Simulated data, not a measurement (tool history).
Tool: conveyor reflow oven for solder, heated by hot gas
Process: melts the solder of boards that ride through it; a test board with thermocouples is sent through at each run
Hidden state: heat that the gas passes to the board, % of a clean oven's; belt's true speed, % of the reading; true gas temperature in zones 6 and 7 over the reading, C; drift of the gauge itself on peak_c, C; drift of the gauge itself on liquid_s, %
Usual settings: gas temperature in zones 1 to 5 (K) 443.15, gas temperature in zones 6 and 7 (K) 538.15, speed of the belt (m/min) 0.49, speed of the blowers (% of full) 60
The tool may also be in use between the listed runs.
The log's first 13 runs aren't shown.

run,day,gas temperature in zones 1 to 5 (K),gas temperature in zones 6 and 7 (K),speed of the belt (m/min),speed of the blowers (% of full),hours of work since the flux was cleaned out,hours of work since the belt drive was overhauled,hours of work since the thermocouples were changed,highest temperature of the board (K),time above the solder's melting point (s)
14,25.354,443.15,538.15,0.49,60,395,1524,675,514.25,50.8
15,27.238,438.15,538.15,0.49,60,425,1553,704,513.15,47.1
# day 28.454: flux residue cleaned out of gas plates and filters
16,29.433,450.15,538.15,0.501,60,15,1584,735,519.95,60.6
17,30.646,448.15,529.15,0.49,60,34,1603,754,512.95,52.5
18,31.742,455.15,545.15,0.396,63,51,1620,771,534.85,96.6
# day 33.192: belt drive overhauled, speed set with a stopwatch
19,33.654,455.15,545.15,0.391,63,79,7,799,535.25,100.2
20,35.675,455.15,545.15,0.391,63,110,39,830,535.05,99.9
21,38.188,457.15,538.15,0.49,61,149,78,869,522.75,68.8
22,39.938,445.15,544.15,0.499,60,177,105,897,523.45,62.9
23,41.688,443.15,526.15,0.49,71,204,133,924,511.35,51
24,43.221,443.15,526.15,0.49,71,228,156,948,511.05,49.9
25,45.012,449.15,528.15,0.557,80,256,184,976,511.05,44.3
26,46.317,446.15,538.15,0.49,60,276,205,996,518.55,60.5
# day 47.438: belt drive overhauled, speed set with a stopwatch, once more
27,47.958,431.15,533.15,0.514,60,299,8,1019,505.75,30.6
28,49.788,442.15,549.15,0.441,86,328,37,1048,532.75,74.9
29,52.308,437.15,538.15,0.47,66,367,76,1087,516.25,50.5
30,53.346,441.15,534.15,0.568,66,383,92,1103,504.85,29

5 ways to go on from here, each from the tool as it stands after run 30. What would each give?
A,55.004,441.15,529.15,0.421,66,409,118,1129,?,?
B,55.004,437.15,541.15,0.417,66,409,118,1129,?,?
C,55.004,441.15,531.15,0.568,66,409,118,1129,?,?
D,55.004,430.15,547.15,0.49,60,409,118,1129,?,?
E,55.004,449.15,538.15,0.54,60,409,118,1129,?,?

run,highest temperature of the board (K),time above the solder's melting point (s)
A,513.05,57.2
B,523.15,67.2
C,502.45,24.4
D,517.95,47
E,511.05,40.4
Without the tool's hidden state the same runs would have given:
run,highest temperature of the board (K),time above the solder's melting point (s)
A,514.45,61.1
B,524.95,70.5
C,505.85,30.9
D,521.25,51.6
E,513.95,45.4

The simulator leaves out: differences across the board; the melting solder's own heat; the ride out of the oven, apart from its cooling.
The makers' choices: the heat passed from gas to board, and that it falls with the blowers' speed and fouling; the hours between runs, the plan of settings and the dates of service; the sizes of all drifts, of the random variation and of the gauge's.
